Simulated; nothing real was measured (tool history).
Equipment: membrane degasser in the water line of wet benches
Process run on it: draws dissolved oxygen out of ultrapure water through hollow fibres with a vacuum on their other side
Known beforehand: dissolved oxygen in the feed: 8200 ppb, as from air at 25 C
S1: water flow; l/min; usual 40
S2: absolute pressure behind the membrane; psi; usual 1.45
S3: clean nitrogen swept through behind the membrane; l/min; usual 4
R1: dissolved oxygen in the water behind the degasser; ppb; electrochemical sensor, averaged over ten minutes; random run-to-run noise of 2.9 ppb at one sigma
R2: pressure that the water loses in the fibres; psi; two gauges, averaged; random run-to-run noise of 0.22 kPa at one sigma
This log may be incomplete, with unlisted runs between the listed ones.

{"run": 1, "hour": 0.0, "S1": 40, "S2": 1.45, "S3": 4, "R1": 302.4, "R2": 7.729}
{"run": 2, "hour": 177.4, "S1": 40, "S2": 1.45, "S3": 4, "R1": 301.7, "R2": 7.672}
{"run": 3, "hour": 326.5, "S1": 40, "S2": 1.45, "S3": 4, "R1": 301.1, "R2": 7.697}
{"run": 4, "hour": 505.5, "S1": 40, "S2": 1.45, "S3": 4, "R1": 300.9, "R2": 7.723}
{"run": 5, "hour": 662.2, "S1": 40, "S2": 1.45, "S3": 4, "R1": 307.6, "R2": 7.729}
{"run": 6, "hour": 844.4, "S1": 40, "S2": 1.45, "S3": 4, "R1": 305, "R2": 7.815}
{"run": 7, "hour": 985.7, "S1": 40, "S2": 1.45, "S3": 4, "R1": 308.2, "R2": 7.778}
{"run": 8, "hour": 1251.6, "S1": 40, "S2": 1.45, "S3": 4, "R1": 312.6, "R2": 7.81}
{"run": 9, "hour": 1372.7, "S1": 48, "S2": 1.45, "S3": 4, "R1": 399.9, "R2": 9.358}
{"run": 10, "hour": 1531.6, "S1": 60, "S2": 1.45, "S3": 4, "R1": 533.7, "R2": 11.607}
{"run": 11, "hour": 1800.0, "S1": 60, "S2": 1.45, "S3": 4, "R1": 547.4, "R2": 11.738}
{"run": 12, "hour": 1939.2, "S1": 60, "S2": 1.45, "S3": 4, "R1": 540.8, "R2": 11.665}
{"run": 13, "hour": 2161.7, "S1": 60, "S2": 1.45, "S3": 4, "R1": 536.6, "R2": 11.738}
{"run": 14, "hour": 2357.1, "S1": 40, "S2": 1.45, "S3": 4, "R1": 318.7, "R2": 7.852}
{"run": 15, "hour": 2591.4, "S1": 40, "S2": 1.45, "S3": 4, "R1": 313.4, "R2": 7.833}
{"hour": 2770.8, "done": "vacuum gauge calibrated"}
{"run": 16, "hour": 2862.4, "S1": 40, "S2": 1.45, "S3": 4, "R1": 316.3, "R2": 7.892}
{"run": 17, "hour": 3020.8, "S1": 40, "S2": 1.45, "S3": 3.15, "R1": 360.6, "R2": 7.886}
{"run": 18, "hour": 3250.7, "S1": 40, "S2": 1.45, "S3": 3.15, "R1": 360.6, "R2": 7.939}
{"run": 19, "hour": 3377.9, "S1": 62, "S2": 1.2, "S3": 4.23, "R1": 508.9, "R2": 12.225}
{"run": 20, "hour": 3618.1, "S1": 26, "S2": 1.41, "S3": 5.54, "R1": 137.1, "R2": 5.115}
{"run": 21, "hour": 3838.9, "S1": 56, "S2": 1.36, "S3": 1.64, "R1": 705.7, "R2": 11.02}
{"run": 22, "hour": 4031.1, "S1": 52, "S2": 1.07, "S3": 9.02, "R1": 328.1, "R2": 10.295}
{"run": 23, "hour": 4222.8, "S1": 30, "S2": 1.65, "S3": 7.26, "R1": 173.1, "R2": 5.931}
{"hour": 4238.6, "done": "vacuum gauge calibrated, once more"}
{"run": 24, "hour": 4342.4, "S1": 40, "S2": 1.45, "S3": 3.54, "R1": 343.9, "R2": 7.894}
{"hour": 4473.0, "done": "seals of the vacuum lines changed"}
{"run": 25, "hour": 4542.7, "S1": 29, "S2": 1.45, "S3": 2.83, "R1": 241.3, "R2": 5.735}
{"run": 26, "hour": 4694.0, "S1": 36, "S2": 1.45, "S3": 1.93, "R1": 404.3, "R2": 7.169}
{"run": 27, "hour": 4945.8, "S1": 36, "S2": 1.45, "S3": 1.93, "R1": 413.3, "R2": 7.168}
{"run": 28, "hour": 5061.0, "S1": 36, "S2": 1.45, "S3": 1.93, "R1": 409.3, "R2": 7.121}
{"run": 29, "hour": 5173.4, "S1": 31, "S2": 1.78, "S3": 6.34, "R1": 205.9, "R2": 6.166}
{"run": 30, "hour": 5363.7, "S1": 31, "S2": 1.78, "S3": 6.34, "R1": 207, "R2": 6.202}
{"run": 31, "hour": 5581.1, "S1": 31, "S2": 1.78, "S3": 6.34, "R1": 204.7, "R2": 6.206}
{"run": 32, "hour": 5847.9, "S1": 36, "S2": 1.45, "S3": 9.42, "R1": 198.3, "R2": 7.197}
{"run": 33, "hour": 5960.4, "S1": 36, "S2": 1.45, "S3": 3.35, "R1": 305.7, "R2": 7.224}

Each run again, without the hidden state but with its own random variation kept:
Unlogged tool condition in this case: membrane still open, %; true pressure behind the membrane over the reading, kPa; air that leaks in behind the membrane, l/min; drift of the gauge itself on oxygen_ppb, %; drift of the gauge itself on loss_of_pressure_kpa, %.
run=1 R1=292.9 R2=7.613
run=2 R1=291.4 R2=7.549
run=3 R1=290.2 R2=7.567
run=4 R1=289.3 R2=7.584
run=5 R1=295.1 R2=7.583
run=6 R1=291.9 R2=7.659
run=7 R1=294.3 R2=7.614
run=8 R1=297.3 R2=7.633
run=9 R1=380.2 R2=9.14
run=10 R1=507.6 R2=11.325
run=11 R1=518.6 R2=11.432
run=12 R1=511.4 R2=11.348
run=13 R1=505.8 R2=11.403
run=14 R1=298.1 R2=7.619
run=15 R1=292.2 R2=7.59
run=16 R1=293.1 R2=7.635
run=17 R1=335.6 R2=7.622
run=18 R1=334.5 R2=7.664
run=19 R1=467.1 R2=11.787
run=20 R1=123.6 R2=4.924
run=21 R1=661.9 R2=10.595
run=22 R1=290.4 R2=9.886
run=23 R1=154.6 R2=5.688
run=24 R1=315.7 R2=7.565
run=25 R1=225.4 R2=5.49
run=26 R1=380.7 R2=6.856
run=27 R1=388 R2=6.844
run=28 R1=383.7 R2=6.792
run=29 R1=186.1 R2=5.878
run=30 R1=186.5 R2=5.906
run=31 R1=183.8 R2=5.902
run=32 R1=171 R2=6.833
run=33 R1=276.8 R2=6.853
